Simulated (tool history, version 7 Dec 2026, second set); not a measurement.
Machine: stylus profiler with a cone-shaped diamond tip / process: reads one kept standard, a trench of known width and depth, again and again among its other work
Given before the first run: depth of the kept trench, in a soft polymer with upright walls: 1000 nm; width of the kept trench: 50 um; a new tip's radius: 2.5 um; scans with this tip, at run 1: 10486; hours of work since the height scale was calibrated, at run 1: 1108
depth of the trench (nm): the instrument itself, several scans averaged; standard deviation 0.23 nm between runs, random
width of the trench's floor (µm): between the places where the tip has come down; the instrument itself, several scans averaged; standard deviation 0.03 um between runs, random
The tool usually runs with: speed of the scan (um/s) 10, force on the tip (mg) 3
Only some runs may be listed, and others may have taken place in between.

run	hour	speed of the scan (um/s)	force on the tip (mg)	scans with this tip	hours of work since the height scale was calibrated	depth of the trench (nm)	width of the trench's floor (µm)
1	0	10	3	10486	1108	1014.98	42.67
2	73.8	10	3	11015	1164	1014.86	42.58
3	145	10	3	11526	1218	1014.89	42.43
4	180.6	10	3	11781	1245	1014.8	42.35
5	218.3	25	3	12052	1273	1014.64	42.29
6	285.2	25	2.64	12532	1324	1012.93	42.17
7	339.8	7	2.64	12924	1365	1013.3	42.12
8	383.1	16	2.64	13235	1398	1012.94	42.07
9	435.8	10	8.89	13613	1438	1033.62	42.01
10	482.7	10	3	13950	1474	1014.44	41.95
11	518.4	10	3	14206	1501	1014.22	41.9
12	553.5	10	3	14458	1527	1013.64	41.81
13	623.2	16	8.55	14958	1580	1031.96	41.78
# hour 678.4: new tip fitted, height scale calibrated
14	691.4	16	8.55	94	10	1036.53	45.95
15	722.9	2	8.86	320	34	1036.74	45.84
16	761.9	2	2.09	600	63	1014.42	45.75
17	812.7	2	3.27	964	102	1019.17	45.58
18	849.6	20	3.27	1229	130	1019.01	45.46
19	892.9	11	5.3	1540	163	1025.77	45.42
20	951	11	5.3	1957	207	1026.38	45.23
21	1018.2	17	2	2439	258	1013.07	45.04

Predict each of these 5 candidate next runs independently; none follows another, all start after run 21:
A	1055.9	6	1.6	2710	286	?	?
B	1055.9	14	2.02	2710	286	?	?
C	1055.9	14	4.46	2710	286	?	?
D	1055.9	4	1.1	2710	286	?	?
E	1055.9	10	1.04	2710	286	?	?

run	depth of the trench (nm)	width of the trench's floor (µm)
A	1011.07	44.99
B	1013.25	44.95
C	1022.51	44.96
D	1008.7	45.04
E	1008.48	44.94
Had the tool no hidden state, the same runs would have come out as:
run	depth of the trench (nm)	width of the trench's floor (µm)
A	1011.65	45.96
B	1013.83	45.93
C	1023.09	45.94
D	1009.27	46.02
E	1009.05	45.92
